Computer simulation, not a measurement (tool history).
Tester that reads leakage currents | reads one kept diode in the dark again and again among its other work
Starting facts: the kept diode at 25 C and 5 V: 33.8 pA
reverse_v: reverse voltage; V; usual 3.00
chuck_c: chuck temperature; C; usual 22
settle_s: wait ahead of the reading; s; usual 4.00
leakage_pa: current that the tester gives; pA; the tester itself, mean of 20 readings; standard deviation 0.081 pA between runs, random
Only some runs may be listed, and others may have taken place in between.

run	hour	reverse_v	chuck_c	settle_s	leakage_pa
1	0.0	3.00	22	4.00	22.49
2	121.2	3.00	22	4.00	22.75
3	227.0	3.00	22	4.00	23.12
4	331.6	3.00	22	4.00	23.46
# hour 403.4: tester calibrated
# hour 434.1: chuck's temperature calibrated
5	494.2	3.00	22	4.00	20.95
6	621.7	3.00	22	4.00	21.32
7	741.2	3.00	22	4.00	21.55
8	807.8	3.00	22	4.00	21.75
9	922.9	3.00	22	4.00	22.02
# hour 1010.8: tester calibrated, once more
10	1048.4	3.00	22	9.88	23.42
11	1208.1	3.00	22	4.00	23.98
12	1274.7	3.00	22	4.00	24.04
13	1402.5	3.00	22	4.00	24.42
# hour 1496.9: chuck's temperature calibrated
14	1546.9	2.78	22	4.00	21.36
15	1679.7	2.78	35	4.00	57.91
16	1751.2	9.95	32	4.00	87.00
17	1906.0	9.95	32	4.00	89.01
18	2016.9	6.97	37	3.11	107.91
19	2168.2	1.61	40	9.61	67.11
20	2266.2	11.28	41	9.61	185.47
21	2358.5	4.98	23	4.00	34.45
22	2498.7	13.00	22	1.86	53.96
# hour 2561.3: chuck's temperature calibrated
23	2629.8	13.00	22	1.86	47.30
24	2706.4	13.00	22	1.86	48.14
25	2801.6	4.25	30	1.82	48.89
26	2885.2	3.00	58	4.00	281.40
27	2968.4	12.04	26	4.00	62.36
28	3054.4	12.04	26	4.00	63.27

What if the next run were any one of these 5? Each begins from the tool's condition after run 28:
A	3161.4	12.04	21	4.00	?
B	3161.4	2.04	26	4.00	?
C	3161.4	5.46	22	4.00	?
D	3161.4	4.96	30	3.32	?
E	3161.4	17.95	21	2.64	?

run	leakage_pa
A	45.00
B	26.32
C	31.97
D	54.88
E	56.23
With no hidden state in the tool, these same runs would have given:
run	leakage_pa
A	38.30
B	24.05
C	28.21
D	50.02
E	46.96

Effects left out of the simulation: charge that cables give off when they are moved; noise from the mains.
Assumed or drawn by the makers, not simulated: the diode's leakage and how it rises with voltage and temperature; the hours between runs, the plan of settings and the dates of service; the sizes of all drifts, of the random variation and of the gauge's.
